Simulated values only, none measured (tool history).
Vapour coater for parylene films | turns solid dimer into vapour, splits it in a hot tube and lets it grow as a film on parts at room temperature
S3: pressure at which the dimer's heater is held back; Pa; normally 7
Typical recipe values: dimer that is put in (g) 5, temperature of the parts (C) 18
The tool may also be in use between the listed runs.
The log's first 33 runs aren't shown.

{"run": 34, "hour": 1410.3, "dimer that is put in (g)": 3, "temperature of the parts (C)": 13, "S3": 4.88, "thickness of the film (um)": 2.27}
{"run": 35, "hour": 1461.0, "dimer that is put in (g)": 3, "temperature of the parts (C)": 10, "S3": 3.99, "thickness of the film (um)": 2.45}
{"hour": 1491.4, "done": "table's thermometer calibrated"}
{"run": 36, "hour": 1501.8, "dimer that is put in (g)": 7, "temperature of the parts (C)": 11, "S3": 3.71, "thickness of the film (um)": 5.74}
{"hour": 1533.4, "done": "trap's valve overhauled"}
{"run": 37, "hour": 1534.4, "dimer that is put in (g)": 5, "temperature of the parts (C)": 23, "S3": 3.32, "thickness of the film (um)": 3.67}
{"run": 38, "hour": 1563.8, "dimer that is put in (g)": 5, "temperature of the parts (C)": 23, "S3": 3.32, "thickness of the film (um)": 3.71}
{"run": 39, "hour": 1603.0, "dimer that is put in (g)": 5, "temperature of the parts (C)": 22, "S3": 5.63, "thickness of the film (um)": 3.47}
{"run": 40, "hour": 1650.3, "dimer that is put in (g)": 3, "temperature of the parts (C)": 23, "S3": 3.51, "thickness of the film (um)": 2.14}
{"run": 41, "hour": 1677.7, "dimer that is put in (g)": 3, "temperature of the parts (C)": 23, "S3": 3.51, "thickness of the film (um)": 2.14}
{"run": 42, "hour": 1714.5, "dimer that is put in (g)": 3, "temperature of the parts (C)": 14, "S3": 10.6, "thickness of the film (um)": 2.18}
{"run": 43, "hour": 1758.5, "dimer that is put in (g)": 6, "temperature of the parts (C)": 24, "S3": 9.31, "thickness of the film (um)": 3.7}
{"run": 44, "hour": 1815.4, "dimer that is put in (g)": 6, "temperature of the parts (C)": 24, "S3": 9.31, "thickness of the film (um)": 3.67}
{"run": 45, "hour": 1863.4, "dimer that is put in (g)": 4, "temperature of the parts (C)": 29, "S3": 11.05, "thickness of the film (um)": 2.06}
{"run": 46, "hour": 1915.0, "dimer that is put in (g)": 4, "temperature of the parts (C)": 29, "S3": 11.05, "thickness of the film (um)": 2.05}
{"run": 47, "hour": 1972.2, "dimer that is put in (g)": 4, "temperature of the parts (C)": 29, "S3": 11.05, "thickness of the film (um)": 2.06}
{"run": 48, "hour": 2031.4, "dimer that is put in (g)": 4, "temperature of the parts (C)": 29, "S3": 11.05, "thickness of the film (um)": 2.08}

Each row is a separate what-if for the run after 48, all from the same tool condition, not one after another. Results?
{"run": "A", "hour": 2073.4, "dimer that is put in (g)": 8, "temperature of the parts (C)": 11, "S3": 2.04, "thickness of the film (um)": "?"}
{"run": "B", "hour": 2073.4, "dimer that is put in (g)": 6, "temperature of the parts (C)": 18, "S3": 7, "thickness of the film (um)": "?"}
{"run": "C", "hour": 2073.4, "dimer that is put in (g)": 4, "temperature of the parts (C)": 29, "S3": 6.57, "thickness of the film (um)": "?"}

run=A thickness_of_the_film_(um)=7.48
run=B thickness_of_the_film_(um)=4.01
run=C thickness_of_the_film_(um)=2.19
With no hidden state in the tool, these same runs would have given:
run=A thickness_of_the_film_(um)=8.18
run=B thickness_of_the_film_(um)=4.39
run=C thickness_of_the_film_(um)=2.39
